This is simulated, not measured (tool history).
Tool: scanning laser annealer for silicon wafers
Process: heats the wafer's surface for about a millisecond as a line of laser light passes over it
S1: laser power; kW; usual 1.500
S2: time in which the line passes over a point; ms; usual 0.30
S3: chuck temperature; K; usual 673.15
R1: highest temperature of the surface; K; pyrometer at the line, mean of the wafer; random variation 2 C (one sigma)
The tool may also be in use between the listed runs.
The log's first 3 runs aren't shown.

run   hour     S1    S2      S3       R1
  4   23.1  1.495  0.30  673.15  1467.15
  5   27.8  1.495  0.30  673.15  1467.15
  6   32.0  1.495  0.30  673.15  1469.15
  7   36.6  1.500  0.30  673.15  1471.15
  8   44.8  1.500  0.30  673.15  1468.15
  9   52.0  1.418  0.30  673.15  1426.15
 10   56.8  1.500  0.32  673.15  1495.15
 11   61.9  1.500  0.32  673.15  1493.15
 12   66.0  1.500  0.32  673.15  1493.15
 13   71.0  1.500  0.32  673.15  1491.15
 14   79.2  1.500  0.32  673.15  1493.15
 15   83.3  1.395  0.30  673.15  1411.15
 16   91.3  1.395  0.30  673.15  1413.15
 17   98.3  1.500  0.24  673.15  1384.15
 18  105.0  1.500  0.30  694.15  1489.15
 19  109.0  1.500  0.30  694.15  1483.15
 20  113.1  1.500  0.30  694.15  1483.15
 21  118.3  1.500  0.30  677.15  1470.15

Forecast run 22:
 22  123.1  1.518  0.30  642.15   ?

Run 22 gave R1 1441.15 K.
Without the tool's hidden state the same run would have given R1 1500.15 K.
